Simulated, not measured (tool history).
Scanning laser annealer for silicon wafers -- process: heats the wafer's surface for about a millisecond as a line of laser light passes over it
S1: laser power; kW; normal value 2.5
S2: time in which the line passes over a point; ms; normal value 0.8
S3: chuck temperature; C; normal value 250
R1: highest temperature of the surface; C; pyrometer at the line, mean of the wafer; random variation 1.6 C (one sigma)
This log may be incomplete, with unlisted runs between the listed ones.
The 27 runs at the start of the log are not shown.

run   hour     S1     S2   S3    R1
 28  284.8  2.518  0.682  255   993
 29    299  2.595  0.621  226   953
     312.7  -- window over the wafer cleaned
 30  315.5  2.665    0.8  236  1104
 31  323.4  2.665    0.8  215  1082
 32  335.5    2.5   0.84  259  1080
 33  348.9    2.5  0.795  250  1048
     357.8  -- optics aligned, line set to its width
 34  368.3  2.675  0.977  255  1234
 35  374.8  2.675  0.977  255  1233
 36  385.2  2.399  0.782  268  1022
 37  393.4    2.5  0.564  250   908
 38  402.7    2.5  0.682  214   951
 39  411.2   2.44  0.912  250  1087
 40  426.1  2.269  0.602  250   853
 41  433.3  2.448   0.92  282  1125

Branching from run 41: 3 alternative next runs. What would each branch give?
  A  448.1   2.68  0.753  282   ?
  B  448.1    2.5    0.8  254   ?
  C  448.1  2.649  0.859  223   ?

run    R1
  A  1128
  B  1056
  C  1120
What these runs would have given with no unlogged condition in the tool:
run    R1
  A  1128
  B  1056
  C  1120
